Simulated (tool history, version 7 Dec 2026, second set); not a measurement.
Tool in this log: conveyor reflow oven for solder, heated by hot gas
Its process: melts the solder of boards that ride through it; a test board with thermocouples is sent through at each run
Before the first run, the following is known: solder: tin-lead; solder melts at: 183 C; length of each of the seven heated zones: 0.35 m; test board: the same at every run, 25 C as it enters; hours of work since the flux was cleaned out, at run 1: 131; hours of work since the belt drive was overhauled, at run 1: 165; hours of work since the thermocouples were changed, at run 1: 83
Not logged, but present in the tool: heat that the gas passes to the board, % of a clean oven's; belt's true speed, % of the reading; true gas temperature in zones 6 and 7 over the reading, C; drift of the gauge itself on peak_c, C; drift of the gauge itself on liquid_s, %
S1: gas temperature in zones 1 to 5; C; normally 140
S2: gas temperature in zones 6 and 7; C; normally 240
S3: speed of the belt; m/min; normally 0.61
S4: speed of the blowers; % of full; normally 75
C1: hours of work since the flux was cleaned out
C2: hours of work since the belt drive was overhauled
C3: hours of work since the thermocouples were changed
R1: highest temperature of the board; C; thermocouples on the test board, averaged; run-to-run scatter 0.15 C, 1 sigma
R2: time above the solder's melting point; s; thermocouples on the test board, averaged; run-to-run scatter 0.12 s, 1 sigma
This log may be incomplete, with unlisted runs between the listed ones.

run,day,S1,S2,S3,S4,C1,C2,C3,R1,R2
1,0,140,240,0.61,75,131,165,83,218.7,52.2
2,0.842,140,230,0.61,75,139,174,92,210.4,45.9
3,1.8,140,230,0.61,75,148,183,101,210.4,45.9
4,2.238,140,240,0.61,51,153,187,105,210.6,45
5,2.904,140,232,0.61,51,159,194,112,204.9,38.7
6,3.65,140,232,0.61,51,167,201,119,204.6,38.8
7,4.338,140,232,0.61,51,173,208,126,204.5,38.6
8,4.8,140,232,0.61,51,178,213,131,204.8,38.7
9,5.254,140,232,0.61,51,183,217,135,204.6,38.6
10,6.192,140,240,0.61,54,192,226,144,211.6,45.8
11,6.629,140,240,0.61,54,196,231,149,211.7,46
12,7.146,140,240,0.61,54,201,236,154,211.9,46
13,7.862,131,238,0.621,67,208,243,161,211.3,42.6
14,8.604,131,238,0.621,67,216,250,168,211.4,42.5
# day 8.871: flux residue cleaned out of gas plates and filters
15,9.521,131,238,0.621,67,6,257,175,210.8,42.2
16,10.133,131,238,0.621,67,12,263,181,210.8,42
17,10.642,153,242,0.66,53,17,268,186,212.5,47.1
18,11.117,136,252,0.61,61,22,273,191,221.9,52.9
19,11.992,140,236,0.61,75,31,281,199,213.9,48.9
20,12.796,143,233,0.61,75,39,289,207,212.2,48.4
# day 13.379: flux residue cleaned out of gas plates and filters, once more
21,13.842,143,233,0.676,75,5,298,216,210.6,42

Each row is a separate what-if for the run after 21, all from the same tool condition, not one after another. Results?
A,14.854,143,234,0.71,65,15,308,226,?,?
B,14.854,137,245,0.61,57,15,308,226,?,?
C,14.854,140,240,0.61,87,15,308,226,?,?

run,R1,R2
A,206.3,35.5
B,217,49.9
C,221.6,54.7
Without the tool's unlogged condition, the same runs would have read:
run,R1,R2
A,206.5,35.6
B,217.2,49.8
C,221.9,54.7
